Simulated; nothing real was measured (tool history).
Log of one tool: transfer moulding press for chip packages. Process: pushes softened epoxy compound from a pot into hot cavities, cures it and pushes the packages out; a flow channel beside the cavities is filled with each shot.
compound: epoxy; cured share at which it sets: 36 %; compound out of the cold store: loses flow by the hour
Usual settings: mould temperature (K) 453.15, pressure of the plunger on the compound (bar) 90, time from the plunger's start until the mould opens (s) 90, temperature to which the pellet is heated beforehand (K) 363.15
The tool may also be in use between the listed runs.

| run | day | mould temperature (K) | pressure of the plunger on the compound (bar) | time from the plunger's start until the mould opens (s) | temperature to which the pellet is heated beforehand (K) | incoming compound's hours out of the cold store | length that the compound runs in the flow channel (mm) | greatest force on the pins that push the packages out (N) |
|---|---|---|---|---|---|---|---|---|
| 1 | 0 | 453.15 | 90 | 90 | 363.15 | 13.6 | 1024 | 295 |
| 2 | 1.7 | 453.15 | 90 | 90 | 363.15 | 34.7 | 922 | 279 |
| 3 | 3.683 | 453.15 | 90 | 90 | 363.15 | 20 | 993 | 286 |
|  | 4.262 | cavities cleaned with cleaning compound and waxed |
| 4 | 4.892 | 453.15 | 90 | 90 | 356.15 | 22.1 | 982 | 280 |
| 5 | 6.304 | 453.15 | 90 | 86 | 356.15 | 25.5 | 964 | 295 |
| 6 | 7.821 | 453.15 | 90 | 86 | 356.15 | 34.4 | 925 | 312 |
| 7 | 9.346 | 453.15 | 90 | 102 | 356.15 | 13.4 | 1025 | 254 |
|  | 9.958 | plunger's sealing rings changed |
|  | 10.021 | cavities cleaned with cleaning compound and waxed |
| 8 | 12.133 | 446.15 | 90 | 90 | 357.15 | 16.1 | 1055 | 484 |

Run 9 comes next. What will it give?
| 9 | 13.675 | 446.15 | 90 | 90 | 357.15 | 40.7 | ? | ? |

{"run 9": {"length that the compound runs in the flow channel (mm)": 933, "greatest force on the pins that push the packages out (N)": 455}}
Without the tool's hidden state the same run would have given length that the compound runs in the flow channel (mm) 933, greatest force on the pins that push the packages out (N) 450.

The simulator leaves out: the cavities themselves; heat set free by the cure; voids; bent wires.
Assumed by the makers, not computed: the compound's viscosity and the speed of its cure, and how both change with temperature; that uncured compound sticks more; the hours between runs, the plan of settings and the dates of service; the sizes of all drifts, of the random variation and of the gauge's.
